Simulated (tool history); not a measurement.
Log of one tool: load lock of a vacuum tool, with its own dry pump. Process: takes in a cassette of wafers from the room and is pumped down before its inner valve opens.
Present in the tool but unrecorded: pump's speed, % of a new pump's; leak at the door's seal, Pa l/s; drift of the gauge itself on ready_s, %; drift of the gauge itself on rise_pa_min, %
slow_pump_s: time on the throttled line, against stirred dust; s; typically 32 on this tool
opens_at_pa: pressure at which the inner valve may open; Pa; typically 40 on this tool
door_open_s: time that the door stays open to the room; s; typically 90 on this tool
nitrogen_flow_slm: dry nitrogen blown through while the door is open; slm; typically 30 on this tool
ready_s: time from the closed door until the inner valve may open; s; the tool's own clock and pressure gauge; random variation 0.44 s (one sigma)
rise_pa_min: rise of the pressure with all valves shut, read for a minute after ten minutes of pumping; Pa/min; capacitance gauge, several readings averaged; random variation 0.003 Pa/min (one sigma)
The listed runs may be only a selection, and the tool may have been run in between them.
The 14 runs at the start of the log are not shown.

run      day  slow_pump_s  opens_at_pa  door_open_s  nitrogen_flow_slm  hours that the pump has run since its overhaul  times that the door has closed on its seal  incoming humidity of the room's air, %  ready_s  rise_pa_min
 15  102.967           32           40           90                 30                                            6453                                       15312                                    42.7     54.1        0.022
 16  110.429           32           32           90                 30                                            6632                                       15772                                      44     55.3        0.022
 17  119.746           32           32           90                 30                                            6856                                       16346                                    45.2     53.7         0.02
 18  125.775           32           32           90                 30                                            7000                                       16718                                    45.9     54.4        0.018
 19  137.325           49           32           90                 15                                            7277                                       17430                                    47.3     69.1        0.025
 20  144.558           49           32           90                 15                                            7451                                       17876                                    42.7     67.4        0.022
 21  153.946           22           28           61                 30                                            7676                                       18454                                    43.6     47.5        0.015
 22  160.412           52           40          166                 18                                            7832                                       18853                                    44.5     69.5        0.032
 23  167.767           51           40           90                 30                                            8008                                       19307                                    43.1     68.9         0.02
 24  177.471           42           35           72                 12                                            8241                                       19905                                    44.7     62.1        0.021
 25  185.279           42           35           72                 12                                            8428                                       20386                                    45.1     61.9        0.025
 26  194.562           59           68           56                 20                                            8651                                       20958                                    43.8     73.5        0.017
 27  201.629           32           40           90                 37                                            8821                                       21394                                    48.3     54.6        0.021
 28  207.925           32           35           76                 30                                            8972                                       21782                                    44.4       54        0.022
 29  218.646           32           40           90                 14                                            9229                                       22443                                    40.7     54.3        0.026
 30  225.229           60           62           56                 25                                            9387                                       22849                                      44     74.3         0.02
 31  231.412           32           40           43                 39                                            9535                                       23230                                    45.5     54.3        0.014
 32  242.412           32           53           76                 30                                            9800                                       23908                                    47.3     53.1        0.025
 33  253.367           51           38           80                 10                                           10062                                       24584                                    44.7     69.5        0.022
 34  263.917           51           38          237                 10                                           10316                                       25234                                    46.4     69.7         0.04
 35  268.658           57           33          237                  9                                           10429                                       25526                                    40.8     74.4         0.04
 36  280.025           57           33          237                  9                                           10702                                       26227                                    41.8     73.4        0.045

Consider 5 possible next runs. They are alternatives, not a sequence: every one starts from the tool as it was left by run 36. What does each give?
  A  286.458           40           40           90                 11                                           10857                                       26624                                    45.4        ?            ?
  B  286.458           32           32           90                 30                                           10857                                       26624                                    44.5        ?            ?
  C  286.458           17           47          220                  9                                           10857                                       26624                                    42.5        ?            ?
  D  286.458           32           40           33                 30                                           10857                                       26624                                    47.8        ?            ?
  E  286.458           24           40           90                 30                                           10857                                       26624                                    41.2        ?            ?

run  ready_s  rise_pa_min
  A     60.1        0.034
  B       54        0.019
  C     41.9        0.047
  D     53.9        0.017
  E     48.1         0.02
What these runs would have given with no unlogged condition in the tool:
run  ready_s  rise_pa_min
  A     60.1        0.033
  B       54        0.019
  C     41.9        0.047
  D     53.9        0.016
  E       48         0.02
